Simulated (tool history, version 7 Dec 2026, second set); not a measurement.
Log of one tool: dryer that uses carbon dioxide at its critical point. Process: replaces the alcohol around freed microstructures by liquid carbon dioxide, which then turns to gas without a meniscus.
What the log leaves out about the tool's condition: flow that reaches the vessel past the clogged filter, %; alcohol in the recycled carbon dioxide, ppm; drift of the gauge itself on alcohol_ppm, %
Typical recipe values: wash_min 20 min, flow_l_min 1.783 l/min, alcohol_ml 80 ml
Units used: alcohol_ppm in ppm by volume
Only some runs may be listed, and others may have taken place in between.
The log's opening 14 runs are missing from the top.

run    hour  wash_min  flow_l_min  alcohol_ml  hours of work since the filter was changed  hours of work since the purifier's bed was changed  alcohol_ppm
 15   530.2        20       1.783          80                                         319                                                 360          149
 16   570.5        20       2.110          80                                         339                                                 380           97
      582.0  -- inlet filter changed
 17   617.8        20       2.110          80                                          17                                                 402           84
 18   652.9        20       1.783          86                                          34                                                 419          117
 19   704.2        20       1.783          86                                          59                                                 444          121
 20   737.2        20       1.783          86                                          75                                                 460          125
 21   770.2        20       1.783          86                                          91                                                 476          140
 22   805.3        12       2.410          52                                         109                                                 493          175
 23   833.8        25       2.420          52                                         122                                                 507           91
 24   880.3        25       2.420          52                                         145                                                 530          100
 25   923.4        25       2.420          52                                         166                                                 551          109
 26   953.6        22       1.840          52                                         181                                                 565          119
 27   977.5        22       1.840          52                                         192                                                 577          118
 28  1022.4        22       1.840          52                                         214                                                 599          121
 29  1044.2        16       1.783          38                                         225                                                 609          211
 30  1068.7        28       1.740         119                                         237                                                 621          122
 31  1105.3        28       1.740         119                                         254                                                 639          140
 32  1148.8        28       1.740         119                                         276                                                 660          130
 33  1171.6        19       1.260          22                                         287                                                 671          279
 34  1206.7        24       2.560          35                                         304                                                 688          132
 35  1252.1        23       2.170          62                                         326                                                 710          137

What if the next run were any one of these 3? Each begins from the tool's condition after run 35:
  A  1280.7        22       1.670          62                                         340                                                 724            ?
  B  1280.7        27       1.950          80                                         340                                                 724            ?
  C  1280.7        14       1.980          91                                         340                                                 724            ?

run  alcohol_ppm
  A          187
  B          147
  C          511
With the hidden condition removed and each run's random variation left untouched, the same runs would have given:
run  alcohol_ppm
  A           21
  B           16
  C          167

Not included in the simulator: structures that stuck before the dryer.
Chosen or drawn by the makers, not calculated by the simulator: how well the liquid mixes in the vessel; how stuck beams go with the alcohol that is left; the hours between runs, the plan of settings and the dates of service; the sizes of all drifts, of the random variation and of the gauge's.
